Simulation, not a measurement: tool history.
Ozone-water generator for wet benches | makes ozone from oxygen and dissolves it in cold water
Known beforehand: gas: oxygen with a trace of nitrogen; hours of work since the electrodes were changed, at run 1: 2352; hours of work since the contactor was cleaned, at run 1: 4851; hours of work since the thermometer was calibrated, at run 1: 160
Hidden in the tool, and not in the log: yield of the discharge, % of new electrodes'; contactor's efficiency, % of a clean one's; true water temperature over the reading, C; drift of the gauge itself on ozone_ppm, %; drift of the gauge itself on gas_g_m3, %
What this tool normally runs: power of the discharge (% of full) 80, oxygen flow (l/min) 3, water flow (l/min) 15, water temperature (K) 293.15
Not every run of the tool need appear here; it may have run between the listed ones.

run,hour,power of the discharge (% of full),oxygen flow (l/min),water flow (l/min),water temperature (K),hours of work since the electrodes were changed,hours of work since the contactor was cleaned,hours of work since the thermometer was calibrated,dissolved ozone (ppm),ozone in the gas ahead of the water (g/m3)
1,0,80,3,15,293.15,2352,4851,160,18.6,236.4
2,60.7,80,3,15,293.15,2394,4894,202,18.5,234.7
3,97.7,80,3,15,293.15,2420,4920,228,18.5,234.8
4,177.4,80,3,15,293.15,2476,4975,284,18.2,235.9
5,239,80,3,15,293.15,2519,5018,327,18.4,234.5
6,308.6,80,1.53,15,293.15,2567,5067,376,14.9,297.9
7,380.9,80,1.53,15,293.15,2618,5118,426,15.2,299.1
8,416.5,80,1.68,15,288.15,2643,5143,451,16.1,290.8
9,493.8,80,1.68,15,288.15,2697,5196,505,16,288.9
10,531.9,99,2.71,15,293.15,2723,5223,532,20.3,273.2
11,574.3,99,2.77,15,298.15,2753,5253,561,19.4,274.7
12,620.2,99,2.77,15,298.15,2785,5285,593,19.1,277.1
13,654.7,80,3,11,292.15,2809,5309,617,23.3,230.8

3 options for the next run, each taken on its own from the tool as it stands now. Forecast them:
A,718.7,80,3,11,296.15,2854,5354,662,?,?
B,718.7,85,3,11,288.15,2854,5354,662,?,?
C,718.7,80,3,16,292.15,2854,5354,662,?,?

run,dissolved ozone (ppm),ozone in the gas ahead of the water (g/m3)
A,21.7,233.5
B,25.8,242
C,17.5,231.6
With no hidden state in the tool, these same runs would have given:
run,dissolved ozone (ppm),ozone in the gas ahead of the water (g/m3)
A,24.1,248.1
B,28.7,257.7
C,19.5,246.1
